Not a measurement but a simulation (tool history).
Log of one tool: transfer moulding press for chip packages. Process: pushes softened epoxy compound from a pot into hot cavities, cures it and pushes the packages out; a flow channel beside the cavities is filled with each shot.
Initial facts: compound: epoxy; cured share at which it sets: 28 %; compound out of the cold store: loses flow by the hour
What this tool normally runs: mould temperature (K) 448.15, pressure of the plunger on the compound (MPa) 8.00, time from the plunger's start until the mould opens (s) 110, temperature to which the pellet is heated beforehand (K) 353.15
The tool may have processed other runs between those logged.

| run | hour | mould temperature (K) | pressure of the plunger on the compound (MPa) | time from the plunger's start until the mould opens (s) | temperature to which the pellet is heated beforehand (K) | incoming compound's hours out of the cold store | length that the compound runs in the flow channel (mm) | greatest force on the pins that push the packages out (N) |
|---|---|---|---|---|---|---|---|---|
| 1 | 0.0 | 448.15 | 8.00 | 110 | 353.15 | 35.9 | 920 | 803 |
| 2 | 10.7 | 448.15 | 8.00 | 110 | 353.15 | 38.2 | 911 | 778 |
| 3 | 17.4 | 450.15 | 8.00 | 110 | 353.15 | 26.9 | 934 | 803 |
|  | 24.7 | plunger's sealing rings changed |
| 4 | 28.6 | 448.15 | 8.00 | 110 | 353.15 | 9.8 | 1010 | 883 |
| 5 | 34.2 | 448.15 | 8.00 | 110 | 349.15 | 13.7 | 1000 | 872 |
|  | 37.0 | cavities cleaned with cleaning compound and waxed |
| 6 | 41.5 | 448.15 | 8.00 | 110 | 349.15 | 26.5 | 962 | 969 |
| 7 | 46.8 | 448.15 | 8.00 | 136 | 353.15 | 41.8 | 921 | 789 |
| 8 | 55.9 | 448.15 | 8.60 | 110 | 353.15 | 29.2 | 987 | 914 |
| 9 | 61.5 | 448.15 | 8.60 | 110 | 353.15 | 15.4 | 1026 | 890 |
| 10 | 70.5 | 448.15 | 7.14 | 118 | 353.15 | 25.5 | 910 | 859 |
| 11 | 75.6 | 455.15 | 7.14 | 92 | 353.15 | 28.9 | 877 | 858 |
| 12 | 81.9 | 455.15 | 7.14 | 92 | 353.15 | 43.8 | 840 | 827 |
| 13 | 90.1 | 447.15 | 8.00 | 134 | 358.15 | 24.4 | 968 | 783 |
|  | 102.4 | cavities cleaned with cleaning compound and waxed, once more |
| 14 | 103.3 | 448.15 | 9.19 | 110 | 354.15 | 14.8 | 1060 | 460 |
| 15 | 111.6 | 448.15 | 8.00 | 110 | 347.15 | 18.4 | 979 | 544 |
| 16 | 117.0 | 448.15 | 8.00 | 110 | 347.15 | 36.9 | 930 | 569 |

Predict each of these 5 candidate next runs independently; none follows another, all start after run 16:
| A | 127.7 | 451.15 | 8.00 | 106 | 360.15 | 30.9 | ? | ? |
| B | 127.7 | 448.15 | 8.00 | 142 | 353.15 | 46.3 | ? | ? |
| C | 127.7 | 448.15 | 7.74 | 110 | 353.15 | 47.1 | ? | ? |
| D | 127.7 | 448.15 | 9.59 | 95 | 352.15 | 34.4 | ? | ? |
| E | 127.7 | 448.15 | 6.85 | 110 | 349.15 | 14.1 | ? | ? |

| run | length that the compound runs in the flow channel (mm) | greatest force on the pins that push the packages out (N) |
|---|---|---|
| A | 932 | 623 |
| B | 905 | 538 |
| C | 888 | 657 |
| D | 1022 | 845 |
| E | 916 | 685 |
With the hidden condition removed and each run's random variation left untouched, the same runs would have given:
| run | length that the compound runs in the flow channel (mm) | greatest force on the pins that push the packages out (N) |
|---|---|---|
| A | 937 | 408 |
| B | 910 | 357 |
| C | 893 | 434 |
| D | 1028 | 550 |
| E | 921 | 449 |
